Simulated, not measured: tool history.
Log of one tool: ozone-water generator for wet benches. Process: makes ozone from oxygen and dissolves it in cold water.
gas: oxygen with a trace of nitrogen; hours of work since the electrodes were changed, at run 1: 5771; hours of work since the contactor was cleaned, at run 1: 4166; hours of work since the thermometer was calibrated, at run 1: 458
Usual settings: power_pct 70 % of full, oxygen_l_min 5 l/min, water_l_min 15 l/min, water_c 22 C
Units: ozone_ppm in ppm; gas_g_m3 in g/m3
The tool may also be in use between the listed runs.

run    hour  power_pct  oxygen_l_min  water_l_min  water_c  hours of work since the electrodes were changed  hours of work since the contactor was cleaned  hours of work since the thermometer was calibrated  ozone_ppm  gas_g_m3
  1       0         70             5           15       22                                             5771                                           4166                                                 458       23.8     201.2
  2   199.9         70             5           15       22                                             5905                                           4300                                                 592       23.7     200.2
  3   318.8         70             5           15       22                                             5984                                           4380                                                 671       23.2     198.1
  4   531.9         70             5           15       22                                             6127                                           4523                                                 814       23.4     197.8
  5     694         70             5           15       22                                             6236                                           4631                                                 923       23.1     197.3
  6   882.3         70             5           15       22                                             6362                                           4757                                                1049       23.4     197.9
  7    1078         70             5           15       22                                             6493                                           4888                                                1180       23.3     196.8
  8  1239.9         70             5           11       22                                             6601                                           4997                                                1288       28.4     194.4
  9  1370.3         70          2.98           15       22                                             6688                                           5084                                                1376       24.4     271.6
 10  1507.4         70          2.98           15       22                                             6780                                           5176                                                1467       24.2     269.5
 11  1615.1         70             5           15       22                                             6852                                           5248                                                1540       23.1       196
 12  1718.9         70             5           15       28                                             6922                                           5317                                                1609       20.7     193.3
 13  1806.1        100             5           15       28                                             6980                                           5376                                                1667       24.6     230.5
 14  1968.5         45             5           15       22                                             7089                                           5485                                                1776       18.2     155.7
 15  2082.7         45             5           15       22                                             7166                                           5561                                                1853       18.1     154.8
 16  2227.1         70             5           15       22                                             7262                                           5658                                                1949       22.6     190.9
     2380.4  -- contactor cleaned
 17  2443.8         72             5           15       29                                             7405                                             42                                                2092       20.9     193.6
 18  2653.8         46          5.02           15       15                                             7545                                            183                                                2232       21.4     154.7
 19  2766.5         46          5.02           15       15                                             7621                                            259                                                2308       21.3     155.1
 20  2931.2         65          3.84           24       23                                             7731                                            369                                                2418       14.8     218.2
 21  3107.9         65          3.84           24       23                                             7849                                            487                                                2536         15     214.5
 22  3264.2         70          3.44           11       15                                             7954                                            592                                                2641       33.8     240.5
 23  3379.4         70          5.41           11       15                                             8031                                            669                                                2718       31.3     177.8
 24  3533.8         70             3           23       16                                             8135                                            772                                                2822       17.2     263.1
 25  3680.3         69             3           23       15                                             8233                                            870                                                2920       16.9       258
 26  3778.4         69             3           23       15                                             8298                                            936                                                2985       16.8     257.8
 27  3985.4         70          4.51           11       21                                             8437                                           1075                                                3124       29.1     197.8
 28    4149         70          4.51           11       21                                             8547                                           1184                                                3234       28.5       196
 29  4257.6         95          4.98           11       19                                             8619                                           1257                                                3306       33.5     217.1
 30  4375.3         68           5.6           11       15                                             8698                                           1336                                                3385       30.4     168.5
 31  4488.4         68           5.6           11       15                                             8774                                           1412                                                3461       30.6     169.1
 32  4585.1         85             5           15       16                                             8839                                           1476                                                3526       26.8     202.4

The same runs without the tool's hidden state, with the same run-to-run variation:
The hidden state here: yield of the discharge, % of new electrodes'; contactor's efficiency, % of a clean one's; true water temperature over the reading, C; drift of the gauge itself on ozone_ppm, %; drift of the gauge itself on gas_g_m3, %.
run  ozone_ppm  gas_g_m3
  1       27.7     227.4
  2       27.7     226.9
  3       27.3     225.2
  4       27.6     225.7
  5       27.3     225.7
  6       27.8       227
  7       27.7     226.6
  8       33.8     224.4
  9       29.3     314.2
 10       29.1     312.5
 11       27.8     227.6
 12         25     224.8
 13       30.7     276.5
 14       21.3     175.3
 15       21.2     174.5
 16       27.6     224.1
 17       24.8     228.6
 18       24.5     176.1
 19       24.4     176.7
 20       17.6       257
 21       17.9     253.4
 22       40.7     286.9
 23       37.7     212.8
 24       20.8     315.3
 25       20.5     309.3
 26       20.5     309.9
 27       35.5     238.9
 28       34.9     237.7
 29       42.5     271.8
 30       37.3     204.4
 31       37.6     205.5
 32         34     252.1

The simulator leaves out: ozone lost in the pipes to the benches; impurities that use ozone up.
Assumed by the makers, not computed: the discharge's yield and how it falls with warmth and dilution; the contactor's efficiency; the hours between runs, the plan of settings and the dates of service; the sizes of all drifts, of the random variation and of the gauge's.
